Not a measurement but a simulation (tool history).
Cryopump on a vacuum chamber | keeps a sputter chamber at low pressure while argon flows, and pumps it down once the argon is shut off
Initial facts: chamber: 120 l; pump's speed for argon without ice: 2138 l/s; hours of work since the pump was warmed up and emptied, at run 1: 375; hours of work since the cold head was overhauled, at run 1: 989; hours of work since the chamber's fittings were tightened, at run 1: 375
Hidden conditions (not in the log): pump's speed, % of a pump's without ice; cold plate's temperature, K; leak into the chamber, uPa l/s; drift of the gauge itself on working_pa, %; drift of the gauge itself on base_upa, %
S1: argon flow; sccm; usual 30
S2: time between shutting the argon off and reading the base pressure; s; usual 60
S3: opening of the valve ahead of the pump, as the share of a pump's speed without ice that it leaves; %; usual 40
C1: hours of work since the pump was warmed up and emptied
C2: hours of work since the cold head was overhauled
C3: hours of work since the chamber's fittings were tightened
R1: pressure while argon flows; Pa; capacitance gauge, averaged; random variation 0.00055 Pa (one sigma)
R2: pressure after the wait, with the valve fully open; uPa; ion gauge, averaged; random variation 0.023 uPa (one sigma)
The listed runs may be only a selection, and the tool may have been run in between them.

run   hour  S1   S2  S3   C1    C2    C3      R1    R2
  1      0  30   60  40  375   989   375  0.0664  0.91
  2   27.1  30   60  40  398  1013   398  0.0665  0.96
  3   56.1  30   56  40  424  1038   424  0.0673     1
  4   74.2  30  130  40  439  1054   439  0.0668  0.66
  5   98.3  30  130  40  460  1075   460  0.0676  0.66
  6    114  30  130  40  474  1088   474  0.0684  0.71
  7  134.7  29  130  40  492  1106   492   0.067   0.7
  8  164.1  29  130  40  517  1132   517  0.0673  0.75
  9  178.2  29  130  40  530  1144   530  0.0684  0.71
 10  202.5  29  130  40  551  1165   551  0.0685  0.73
     235.3  -- pump warmed up, emptied and cooled again
 11  237.1  29  130  40    2  1191   576  0.0574   0.6
 12  251.3  29  130  40   14  1203   589  0.0584  0.62
 13  281.8  30   60  40   40  1229   615  0.0603  0.94
 14    312  30   60  40   67  1256   641  0.0613  0.98
 15  344.7  30   60  40   95  1284   670  0.0625  0.97
 16  358.8  30   60  40  107  1296   682  0.0604  0.99
 17  390.2  30   60  40  134  1323   709  0.0624     1
 18  406.2  30   20  40  148  1337   723  0.0625  2.26
 19  423.5  30   20  40  163  1352   738  0.0623  2.21
 20    437  30   20  40  175  1364   750  0.0616  2.19
 21  468.9  30   20  40  203  1392   778  0.0627  2.22
 22  498.5  30  266  29  228  1417   803  0.0846   0.6
 23  515.6  54  266  50  243  1432   818  0.0923  0.67
 24  544.4  14   60  21  268  1457   843  0.0555  1.15
 25  567.2  44  275  58  288  1477   863  0.0669  0.67
 26  591.4  44  275  58  309  1498   884  0.0668  0.66
 27  623.2  35   59  50  337  1526   911  0.0632  1.19
 28  656.7  49  241  32  366  1555   941  0.1313  0.72
 29  682.1  49  241  32  388  1577   963  0.1328  0.73
 30  706.5  49  122  32  409  1598   984  0.1339  0.91
 31  722.1  14   41  40  422  1611   997  0.0319   1.5
 32  754.8  14   41  58  451  1640  1026  0.0226  1.59
 33  773.4  44   48  20  467  1656  1042  0.1885  1.41

Below are 4 alternative next runs, each starting from the tool's condition after run 33. Predict each:
  A  793.9  30   98  36  485  1674  1060   ?   ?
  B  793.9  44  256  20  485  1674  1060   ?   ?
  C  793.9  44  165  39  485  1674  1060   ?   ?
  D  793.9  14   27  20  485  1674  1060   ?   ?

run      R1    R2
  A  0.0746  1.07
  B  0.1876  0.83
  C  0.1035  0.94
  D  0.0601  1.99
The same runs, with their run-to-run variation unchanged, on a tool lacking any hidden condition would have given:
run      R1    R2
  A  0.0652   0.5
  B  0.1738  0.27
  C  0.0897  0.37
  D  0.0558  1.44

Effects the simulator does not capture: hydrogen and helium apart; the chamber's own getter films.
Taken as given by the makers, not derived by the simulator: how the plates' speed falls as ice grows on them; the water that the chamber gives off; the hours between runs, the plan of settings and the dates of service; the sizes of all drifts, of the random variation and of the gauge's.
